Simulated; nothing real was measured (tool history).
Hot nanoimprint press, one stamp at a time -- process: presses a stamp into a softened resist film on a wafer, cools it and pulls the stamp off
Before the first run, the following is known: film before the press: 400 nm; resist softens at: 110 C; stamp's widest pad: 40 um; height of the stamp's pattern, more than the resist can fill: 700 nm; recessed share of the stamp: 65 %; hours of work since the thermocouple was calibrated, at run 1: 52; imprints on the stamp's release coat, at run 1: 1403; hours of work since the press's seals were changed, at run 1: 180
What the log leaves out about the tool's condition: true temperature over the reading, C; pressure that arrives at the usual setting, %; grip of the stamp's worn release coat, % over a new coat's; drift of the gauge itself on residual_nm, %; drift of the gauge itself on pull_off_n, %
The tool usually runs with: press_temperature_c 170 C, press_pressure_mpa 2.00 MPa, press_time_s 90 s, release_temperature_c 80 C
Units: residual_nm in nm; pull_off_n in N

| run | hour | press_temperature_c | press_pressure_mpa | press_time_s | release_temperature_c | hours of work since the thermocouple was calibrated | imprints on the stamp's release coat | hours of work since the press's seals were changed | residual_nm | pull_off_n |
|---|---|---|---|---|---|---|---|---|---|---|
| 1 | 0.0 | 170 | 2.00 | 90 | 80 | 52 | 1403 | 180 | 216.8 | 111 |
| 2 | 27.7 | 170 | 2.00 | 90 | 80 | 69 | 1457 | 197 | 217.2 | 116 |
| 3 | 41.2 | 170 | 2.00 | 90 | 80 | 77 | 1484 | 205 | 217.1 | 119 |
| 4 | 59.0 | 170 | 2.00 | 90 | 80 | 88 | 1519 | 215 | 218.7 | 116 |
| 5 | 85.8 | 170 | 2.00 | 90 | 80 | 104 | 1571 | 232 | 217.9 | 112 |
| 6 | 106.4 | 170 | 2.00 | 90 | 80 | 117 | 1612 | 244 | 217.8 | 116 |
| 7 | 127.5 | 170 | 2.00 | 178 | 80 | 129 | 1653 | 257 | 169.2 | 122 |
| 8 | 140.2 | 170 | 2.00 | 178 | 80 | 137 | 1678 | 264 | 170.3 | 115 |
| 9 | 156.8 | 170 | 2.00 | 178 | 80 | 147 | 1711 | 274 | 170.3 | 119 |
| 10 | 175.6 | 170 | 1.93 | 90 | 80 | 158 | 1747 | 286 | 220.8 | 118 |
| 11 | 191.3 | 170 | 2.00 | 90 | 80 | 168 | 1778 | 295 | 217.1 | 124 |
| 12 | 209.2 | 180 | 2.00 | 90 | 80 | 179 | 1813 | 306 | 146.5 | 117 |
| 13 | 234.6 | 170 | 2.00 | 90 | 80 | 194 | 1863 | 321 | 216.5 | 120 |
| 14 | 250.2 | 170 | 2.00 | 90 | 80 | 203 | 1894 | 331 | 219.0 | 124 |
| 15 | 276.3 | 170 | 2.00 | 90 | 87 | 219 | 1945 | 347 | 221.9 | 98 |
| 16 | 294.7 | 170 | 2.28 | 90 | 87 | 230 | 1981 | 358 | 206.8 | 102 |
| 17 | 310.5 | 166 | 2.00 | 90 | 65 | 240 | 2012 | 367 | 255.0 | 163 |
|  | 316.1 | plate thermocouple calibrated |
| 18 | 339.0 | 171 | 2.00 | 159 | 65 | 14 | 2062 | 383 | 175.4 | 172 |
| 19 | 354.0 | 171 | 2.00 | 159 | 65 | 23 | 2091 | 392 | 173.8 | 172 |
| 20 | 370.5 | 182 | 1.92 | 136 | 86 | 33 | 2124 | 402 | 116.7 | 104 |
| 21 | 395.9 | 182 | 1.92 | 136 | 86 | 48 | 2174 | 417 | 115.0 | 102 |
| 22 | 407.4 | 180 | 2.22 | 90 | 81 | 55 | 2196 | 424 | 142.1 | 119 |
| 23 | 420.5 | 180 | 2.82 | 90 | 72 | 63 | 2222 | 432 | 126.7 | 155 |
| 24 | 447.5 | 180 | 2.82 | 80 | 77 | 79 | 2275 | 448 | 133.0 | 137 |
|  | 469.8 | plate thermocouple calibrated, once more |
| 25 | 476.5 | 180 | 2.82 | 80 | 77 | 4 | 2326 | 464 | 126.6 | 134 |
|  | 493.5 | stamp cleaned and given a new release coat |
| 26 | 497.3 | 180 | 2.64 | 80 | 84 | 13 | 8 | 473 | 132.9 | 95 |
| 27 | 513.6 | 176 | 1.58 | 60 | 88 | 23 | 40 | 483 | 216.5 | 84 |
| 28 | 529.1 | 175 | 1.48 | 60 | 88 | 32 | 70 | 492 | 232.4 | 80 |
| 29 | 552.2 | 170 | 2.00 | 124 | 80 | 46 | 115 | 506 | 196.6 | 105 |

Forecast each of these 3 alternatives for the next run:
| A | 569.6 | 178 | 2.00 | 159 | 81 | 57 | 150 | 516 | ? | ? |
| B | 569.6 | 170 | 2.00 | 69 | 73 | 57 | 150 | 516 | ? | ? |
| C | 569.6 | 170 | 1.42 | 124 | 80 | 57 | 150 | 516 | ? | ? |

| run | residual_nm | pull_off_n |
|---|---|---|
| A | 123.9 | 105 |
| B | 239.1 | 126 |
| C | 222.8 | 112 |
Take away the tool's hidden state, keep each run's random variation, and the runs would have read:
| run | residual_nm | pull_off_n |
|---|---|---|
| A | 120.8 | 103 |
| B | 234.5 | 124 |
| C | 219.0 | 110 |
